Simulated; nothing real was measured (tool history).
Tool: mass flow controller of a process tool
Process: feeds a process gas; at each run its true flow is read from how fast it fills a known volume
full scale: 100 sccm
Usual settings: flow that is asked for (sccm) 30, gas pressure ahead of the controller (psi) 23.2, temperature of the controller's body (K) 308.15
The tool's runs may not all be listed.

run	hour	flow that is asked for (sccm)	gas pressure ahead of the controller (psi)	temperature of the controller's body (K)	true flow (%)
1	0.0	30	23.2	308.15	97.00
2	62.9	30	23.2	308.15	96.96
3	121.8	30	23.2	308.15	96.82
4	175.5	30	23.2	305.15	97.03
5	234.4	17	23.2	308.15	96.35
6	278.8	91	23.2	308.15	98.03
7	329.2	30	23.2	308.15	96.37
8	398.2	30	23.2	308.15	96.41
9	478.4	30	23.2	308.15	96.18
10	521.2	30	23.2	308.15	96.11
11	562.4	30	23.2	308.15	96.02
12	616.2	30	23.2	308.15	96.03
13	710.2	30	23.2	308.15	95.80
14	785.5	30	28.0	308.15	95.82
15	837.8	30	23.2	295.15	96.85
16	891.8	30	23.2	295.15	96.79
17	985.6	30	23.2	295.15	96.62
18	1071.8	69	23.2	308.15	96.03
19	1127.5	30	23.2	308.15	95.15
20	1174.1	30	23.2	308.15	94.99
21	1241.7	30	23.2	308.15	94.81
22	1323.8	30	23.2	308.15	94.66
23	1377.4	30	23.2	294.15	96.07
24	1443.1	30	23.2	294.15	95.97
25	1508.4	30	23.9	296.15	95.78
# hour 1553.8: gauge calibrated
26	1600.5	30	23.2	299.15	97.80
27	1687.4	20	23.2	299.15	97.50
28	1751.0	55	23.2	299.15	98.18
29	1799.7	55	23.2	299.15	98.16

Run 30 comes next. What will it give?
30	1886.1	30	22.5	306.15	?

Run 30 gave true flow (%) 96.56.
Without the tool's hidden state the same run would have given true flow (%) 97.14.
